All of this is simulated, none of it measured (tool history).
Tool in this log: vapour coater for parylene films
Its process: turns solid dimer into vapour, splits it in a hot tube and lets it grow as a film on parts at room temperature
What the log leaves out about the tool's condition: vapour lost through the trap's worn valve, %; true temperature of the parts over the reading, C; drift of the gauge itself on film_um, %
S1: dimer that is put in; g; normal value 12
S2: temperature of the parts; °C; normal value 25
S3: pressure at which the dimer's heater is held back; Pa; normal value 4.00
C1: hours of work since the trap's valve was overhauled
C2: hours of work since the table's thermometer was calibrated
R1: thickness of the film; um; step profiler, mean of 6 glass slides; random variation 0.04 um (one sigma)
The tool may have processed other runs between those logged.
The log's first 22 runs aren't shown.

{"run": 23, "hour": 323.0, "S1": 12, "S2": 25, "S3": 11.63, "C1": 366, "C2": 302, "R1": 3.24}
{"run": 24, "hour": 334.2, "S1": 12, "S2": 25, "S3": 11.63, "C1": 371, "C2": 307, "R1": 3.23}
{"run": 25, "hour": 353.3, "S1": 12, "S2": 25, "S3": 11.63, "C1": 380, "C2": 315, "R1": 3.27}
{"run": 26, "hour": 361.9, "S1": 20, "S2": 22, "S3": 11.77, "C1": 384, "C2": 319, "R1": 5.77}
{"run": 27, "hour": 380.4, "S1": 20, "S2": 22, "S3": 11.77, "C1": 392, "C2": 328, "R1": 5.68}
{"run": 28, "hour": 398.7, "S1": 20, "S2": 23, "S3": 2.21, "C1": 400, "C2": 336, "R1": 7.53}
{"run": 29, "hour": 412.9, "S1": 20, "S2": 23, "S3": 2.21, "C1": 407, "C2": 342, "R1": 7.45}
{"run": 30, "hour": 422.3, "S1": 10, "S2": 25, "S3": 2.36, "C1": 411, "C2": 346, "R1": 3.47}
{"run": 31, "hour": 442.9, "S1": 21, "S2": 25, "S3": 5.4, "C1": 420, "C2": 355, "R1": 6.49}
{"run": 32, "hour": 454.9, "S1": 8, "S2": 25, "S3": 10.13, "C1": 425, "C2": 361, "R1": 2.19}
{"run": 33, "hour": 466.6, "S1": 8, "S2": 25, "S3": 10.13, "C1": 430, "C2": 366, "R1": 2.17}
{"run": 34, "hour": 479.2, "S1": 8, "S2": 25, "S3": 10.13, "C1": 436, "C2": 372, "R1": 2.13}
{"run": 35, "hour": 490.5, "S1": 12, "S2": 21, "S3": 2.27, "C1": 441, "C2": 377, "R1": 4.7}
{"run": 36, "hour": 501.5, "S1": 6, "S2": 19, "S3": 2.89, "C1": 446, "C2": 382, "R1": 2.37}
{"run": 37, "hour": 518.5, "S1": 19, "S2": 25, "S3": 2.11, "C1": 454, "C2": 389, "R1": 6.65}
{"run": 38, "hour": 536.1, "S1": 19, "S2": 25, "S3": 2.11, "C1": 461, "C2": 397, "R1": 6.59}
{"run": 39, "hour": 553.1, "S1": 10, "S2": 25, "S3": 3.06, "C1": 469, "C2": 405, "R1": 3.27}
{"run": 40, "hour": 566.3, "S1": 10, "S2": 25, "S3": 3.06, "C1": 475, "C2": 410, "R1": 3.35}
{"run": 41, "hour": 581.7, "S1": 10, "S2": 25, "S3": 2.16, "C1": 482, "C2": 417, "R1": 3.47}
{"run": 42, "hour": 591.3, "S1": 10, "S2": 25, "S3": 5.28, "C1": 486, "C2": 422, "R1": 2.93}
{"run": 43, "hour": 604.3, "S1": 11, "S2": 18, "S3": 8.1, "C1": 492, "C2": 427, "R1": 3.68}
{"run": 44, "hour": 623.7, "S1": 11, "S2": 18, "S3": 8.1, "C1": 500, "C2": 436, "R1": 3.69}
{"run": 45, "hour": 640.4, "S1": 10, "S2": 32, "S3": 4.0, "C1": 508, "C2": 443, "R1": 2.57}
{"run": 46, "hour": 651.0, "S1": 6, "S2": 25, "S3": 4.0, "C1": 513, "C2": 448, "R1": 1.87}
{"run": 47, "hour": 663.6, "S1": 6, "S2": 19, "S3": 2.13, "C1": 518, "C2": 454, "R1": 2.42}

Predict each of these 4 candidate next runs independently; none follows another, all start after run 47:
{"run": "A", "hour": 681.7, "S1": 9, "S2": 28, "S3": 3.27, "C1": 526, "C2": 462, "R1": "?"}
{"run": "B", "hour": 681.7, "S1": 6, "S2": 23, "S3": 2.09, "C1": 526, "C2": 462, "R1": "?"}
{"run": "C", "hour": 681.7, "S1": 11, "S2": 19, "S3": 2.13, "C1": 526, "C2": 462, "R1": "?"}
{"run": "D", "hour": 681.7, "S1": 7, "S2": 28, "S3": 5.56, "C1": 526, "C2": 462, "R1": "?"}

run=A R1=2.60
run=B R1=2.18
run=C R1=4.44
run=D R1=1.88
The same runs, with their run-to-run variation unchanged, on a tool lacking any hidden condition would have given:
run=A R1=3.08
run=B R1=2.59
run=C R1=5.26
run=D R1=2.22

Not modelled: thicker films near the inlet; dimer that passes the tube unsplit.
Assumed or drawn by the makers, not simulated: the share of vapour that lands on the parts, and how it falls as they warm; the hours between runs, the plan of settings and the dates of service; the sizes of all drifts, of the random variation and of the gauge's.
